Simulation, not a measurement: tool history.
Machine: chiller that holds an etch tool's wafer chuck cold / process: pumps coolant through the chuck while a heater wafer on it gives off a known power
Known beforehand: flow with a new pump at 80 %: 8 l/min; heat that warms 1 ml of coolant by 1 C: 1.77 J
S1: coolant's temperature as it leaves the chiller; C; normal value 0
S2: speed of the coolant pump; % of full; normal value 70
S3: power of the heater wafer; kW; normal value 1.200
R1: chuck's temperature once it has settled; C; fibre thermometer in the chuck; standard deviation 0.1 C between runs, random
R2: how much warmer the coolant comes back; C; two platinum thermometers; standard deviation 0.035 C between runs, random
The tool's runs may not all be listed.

run,day,S1,S2,S3,R1,R2
1,0.000,0,70,1.200,15.1,5.79
2,0.788,0,70,1.162,14.7,5.54
3,1.725,0,70,1.162,14.6,5.59
4,3.046,6,70,1.200,21.0,5.79
5,4.667,6,70,1.200,21.0,5.70
6,5.692,6,70,1.200,21.1,5.70
7,7.333,0,70,1.200,15.0,5.66
8,8.604,0,70,1.200,15.1,5.61
9,10.167,0,70,1.200,15.0,5.59
10,10.904,0,70,1.033,13.0,4.74
11,11.696,0,70,1.033,13.2,4.75
12,13.283,0,70,1.033,13.1,4.71
13,14.796,0,70,1.033,13.1,4.65
14,15.821,0,70,1.457,18.3,6.68
15,17.254,0,70,1.457,18.2,6.71
16,18.483,0,70,1.457,18.2,6.60
17,19.367,-6,98,0.618,0.3,1.70
18,20.996,5,92,1.076,16.4,3.49
# day 21.617: gauge calibrated
19,22.250,8,70,0.938,19.8,4.50
20,22.912,8,70,0.938,19.7,4.54
21,23.583,8,70,0.938,19.6,4.50
22,24.608,-5,70,1.200,10.2,5.73
23,26.075,-4,93,0.938,5.9,3.33
24,27.525,0,70,1.681,21.0,8.01
25,28.946,0,70,1.569,19.6,7.39
26,30.008,0,70,1.200,14.9,5.64
27,31.417,-9,64,1.200,6.9,6.06
28,32.204,-6,70,1.200,8.9,5.60
29,33.721,3,66,1.200,18.4,5.89
30,34.429,3,66,1.200,18.6,5.88
31,35.112,0,64,1.200,15.9,5.99
32,36.617,3,81,1.200,16.7,4.69

Below are 4 alternative next runs, each starting from the tool's condition after run 32. Predict each:
A,38.142,-1,61,0.887,?,?
B,38.142,7,84,0.800,?,?
C,38.142,10,86,1.223,?,?
D,38.142,4,79,0.894,?,?

run,R1,R2
A,10.9,4.44
B,16.1,2.88
C,23.5,4.47
D,14.2,3.51
With no hidden state in the tool, these same runs would have given:
run,R1,R2
A,10.9,4.79
B,16.1,3.23
C,23.5,4.83
D,14.1,3.86
